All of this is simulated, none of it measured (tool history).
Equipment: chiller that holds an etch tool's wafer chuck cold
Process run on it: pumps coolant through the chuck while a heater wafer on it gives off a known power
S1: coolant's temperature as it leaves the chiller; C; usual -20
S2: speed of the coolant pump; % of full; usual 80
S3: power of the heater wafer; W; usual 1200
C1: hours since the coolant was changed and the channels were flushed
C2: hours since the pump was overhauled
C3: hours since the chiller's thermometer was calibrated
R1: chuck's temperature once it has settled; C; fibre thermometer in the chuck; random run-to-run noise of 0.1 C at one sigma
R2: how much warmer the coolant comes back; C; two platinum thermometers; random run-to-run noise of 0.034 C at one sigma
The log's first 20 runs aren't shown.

{"run": 21, "hour": 789.7, "S1": -11, "S2": 80, "S3": 1194, "C1": 3176, "C2": 2016, "C3": 171, "R1": 0.3, "R2": 5.43}
{"run": 22, "hour": 839.5, "S1": -13, "S2": 65, "S3": 875, "C1": 3226, "C2": 2065, "C3": 221, "R1": -3.7, "R2": 5}
{"run": 23, "hour": 867.1, "S1": -20, "S2": 80, "S3": 1536, "C1": 3253, "C2": 2093, "C3": 249, "R1": -5.4, "R2": 7.09}
{"run": 24, "hour": 897.2, "S1": -17, "S2": 88, "S3": 648, "C1": 3284, "C2": 2123, "C3": 279, "R1": -11.2, "R2": 2.7}
{"run": 25, "hour": 933.0, "S1": -19, "S2": 92, "S3": 1758, "C1": 3319, "C2": 2159, "C3": 314, "R1": -3.7, "R2": 7.02}
{"run": 26, "hour": 981.5, "S1": -24, "S2": 99, "S3": 986, "C1": 3368, "C2": 2207, "C3": 363, "R1": -15.8, "R2": 3.64}
{"run": 27, "hour": 1015.5, "S1": -24, "S2": 99, "S3": 986, "C1": 3402, "C2": 2241, "C3": 397, "R1": -15.8, "R2": 3.71}
{"run": 28, "hour": 1046.7, "S1": -16, "S2": 63, "S3": 1529, "C1": 3433, "C2": 2273, "C3": 428, "R1": 1, "R2": 9.2}
{"run": 29, "hour": 1074.7, "S1": -11, "S2": 72, "S3": 721, "C1": 3461, "C2": 2301, "C3": 456, "R1": -3.7, "R2": 3.75}
{"run": 30, "hour": 1124.5, "S1": -25, "S2": 96, "S3": 1437, "C1": 3511, "C2": 2350, "C3": 506, "R1": -12.8, "R2": 5.47}
{"run": 31, "hour": 1151.9, "S1": -16, "S2": 64, "S3": 870, "C1": 3538, "C2": 2378, "C3": 533, "R1": -6.4, "R2": 5.1}
{"run": 32, "hour": 1205.5, "S1": -21, "S2": 75, "S3": 790, "C1": 3592, "C2": 2431, "C3": 587, "R1": -13.2, "R2": 3.94}

Here are 4 independent what-if runs from the current tool condition. What would each one return?
{"run": "A", "hour": 1251.4, "S1": -20, "S2": 69, "S3": 927, "C1": 3638, "C2": 2477, "C3": 633, "R1": "?", "R2": "?"}
{"run": "B", "hour": 1251.4, "S1": -25, "S2": 100, "S3": 993, "C1": 3638, "C2": 2477, "C3": 633, "R1": "?", "R2": "?"}
{"run": "C", "hour": 1251.4, "S1": -20, "S2": 76, "S3": 1716, "C1": 3638, "C2": 2477, "C3": 633, "R1": "?", "R2": "?"}
{"run": "D", "hour": 1251.4, "S1": -21, "S2": 75, "S3": 1267, "C1": 3638, "C2": 2477, "C3": 633, "R1": "?", "R2": "?"}

run=A R1=-10.4 R2=5.11
run=B R1=-16.6 R2=3.66
run=C R1=-2.9 R2=8.45
run=D R1=-8.3 R2=6.37
Take away the tool's hidden state, keep each run's random variation, and the runs would have read:
run=A R1=-11.2 R2=4.77
run=B R1=-17.4 R2=3.41
run=C R1=-4.5 R2=7.9
run=D R1=-9.5 R2=5.95
